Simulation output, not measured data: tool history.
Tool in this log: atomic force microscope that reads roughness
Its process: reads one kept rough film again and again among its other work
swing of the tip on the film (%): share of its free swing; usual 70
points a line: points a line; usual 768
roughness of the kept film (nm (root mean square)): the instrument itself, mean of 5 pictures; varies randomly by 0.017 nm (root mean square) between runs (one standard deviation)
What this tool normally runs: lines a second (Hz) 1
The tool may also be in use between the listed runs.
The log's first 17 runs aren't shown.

run	hour	lines a second (Hz)	swing of the tip on the film (%)	points a line	pictures with this tip	hours of work since the height scale was calibrated	roughness of the kept film (nm (root mean square))
18	333	1	70	768	56	498	3.846
19	356.1	1	70	768	77	507	3.745
# hour 363.5: new tip fitted
20	375.5	1	70	768	12	515	4.157
21	401	1	70	768	35	525	3.964
22	416.6	1	70	768	50	532	3.877
23	442.4	1	82	349	74	542	3.625
# hour 454.5: new tip fitted
24	463.8	0.82	62	349	9	550	4.198
25	478.4	3.16	81	349	22	556	3.524
26	501.7	3.16	74	753	44	566	3.59
27	520	3.53	73	1000	61	573	3.443
# hour 544.9: new tip fitted
28	544.9	1	55	985	0	583	4.332
29	562.9	2.4	89	768	16	590	3.542
30	583.8	2.4	89	768	36	599	3.392
31	603.2	3.17	70	844	54	607	3.643
32	618.2	0.61	70	351	67	613	3.848

For run 33, what comes out?
# hour 635.3: new tip fitted
33	643.3	3.44	70	351	7	623	?

{"run 33": {"roughness of the kept film (nm (root mean square))": 3.876}}
Had the tool carried no hidden state, the very same run would have given roughness of the kept film (nm (root mean square)) 3.909.
